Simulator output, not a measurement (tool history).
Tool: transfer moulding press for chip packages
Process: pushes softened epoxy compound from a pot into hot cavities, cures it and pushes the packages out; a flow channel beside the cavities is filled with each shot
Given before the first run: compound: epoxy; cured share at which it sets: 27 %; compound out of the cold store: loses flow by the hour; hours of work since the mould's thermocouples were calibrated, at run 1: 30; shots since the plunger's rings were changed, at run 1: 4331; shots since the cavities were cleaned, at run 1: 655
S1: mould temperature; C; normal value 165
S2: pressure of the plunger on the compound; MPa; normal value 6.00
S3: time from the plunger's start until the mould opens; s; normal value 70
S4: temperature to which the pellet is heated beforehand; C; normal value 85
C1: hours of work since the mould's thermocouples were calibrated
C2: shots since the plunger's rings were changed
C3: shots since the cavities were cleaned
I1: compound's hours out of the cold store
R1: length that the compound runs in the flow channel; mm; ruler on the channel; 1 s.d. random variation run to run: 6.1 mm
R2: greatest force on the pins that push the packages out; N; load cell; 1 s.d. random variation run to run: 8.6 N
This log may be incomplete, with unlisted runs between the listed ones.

run	hour	S1	S2	S3	S4	C1	C2	C3	I1	R1	R2
1	0.0	165	6.00	70	85	30	4331	655	47.0	570	732
# hour 18.9: cavities cleaned with cleaning compound and waxed
2	28.4	165	6.00	70	85	51	4787	161	11.5	672	950
3	59.0	165	5.66	70	85	75	5308	682	38.9	570	865
# hour 76.4: cavities cleaned with cleaning compound and waxed
4	95.8	165	5.66	70	85	103	5907	330	43.8	550	609
# hour 106.9: cavities cleaned with cleaning compound and waxed, once more
# hour 113.9: plunger's sealing rings changed
5	119.5	165	5.66	70	80	118	95	171	35.2	629	526
# hour 168.0: cavities cleaned with cleaning compound and waxed
6	168.5	165	5.66	70	80	155	903	9	45.0	586	398
7	208.2	165	5.66	70	80	186	1577	683	19.5	663	718
# hour 224.8: cavities cleaned with cleaning compound and waxed
8	231.8	165	6.00	50	85	203	1952	119	39.2	618	1002
9	273.5	165	6.00	70	85	236	2661	828	40.4	616	746
# hour 282.1: cavities cleaned with cleaning compound and waxed
10	317.4	165	6.00	70	77	269	3381	600	10.4	685	740
# hour 338.5: cavities cleaned with cleaning compound and waxed
11	342.5	165	6.00	70	77	288	3781	67	30.5	624	475
12	364.6	165	6.00	70	77	305	4156	442	18.5	645	681
# hour 396.6: cavities cleaned with cleaning compound and waxed
13	397.3	165	6.00	70	77	329	4686	12	47.0	563	411
14	421.5	165	5.64	70	85	348	5097	423	27.9	601	661
# hour 454.8: cavities cleaned with cleaning compound and waxed
15	469.0	163	5.78	75	85	384	5879	241	25.3	608	607
# hour 486.5: plunger's sealing rings changed
16	492.4	161	5.27	64	79	400	100	596	38.8	606	1160
# hour 513.1: cavities cleaned with cleaning compound and waxed
17	522.5	165	4.99	70	85	423	585	160	39.2	575	511
18	553.3	165	5.60	52	85	447	1109	684	39.2	607	1294
# hour 571.2: cavities cleaned with cleaning compound and waxed
# hour 581.8: mould's thermocouples calibrated
19	593.2	165	6.82	67	87	9	1726	340	44.4	637	605
20	623.4	159	6.00	70	87	33	2239	853	33.9	657	1114
# hour 630.5: cavities cleaned with cleaning compound and waxed
21	655.8	168	5.86	91	88	57	2764	429	44.9	564	505
# hour 686.3: cavities cleaned with cleaning compound and waxed
22	696.4	168	6.00	106	85	87	3429	172	22.7	634	430

Estimate the outcome of run 23 from the log above:
23	729.2	169	6.47	106	85	113	3985	728	28.3	?	?

Logged for run 23: R1 642 mm, R2 580 N.
If the tool had no hidden condition, the same run with the same run-to-run variation would have returned R1 680 mm, R2 307 N.
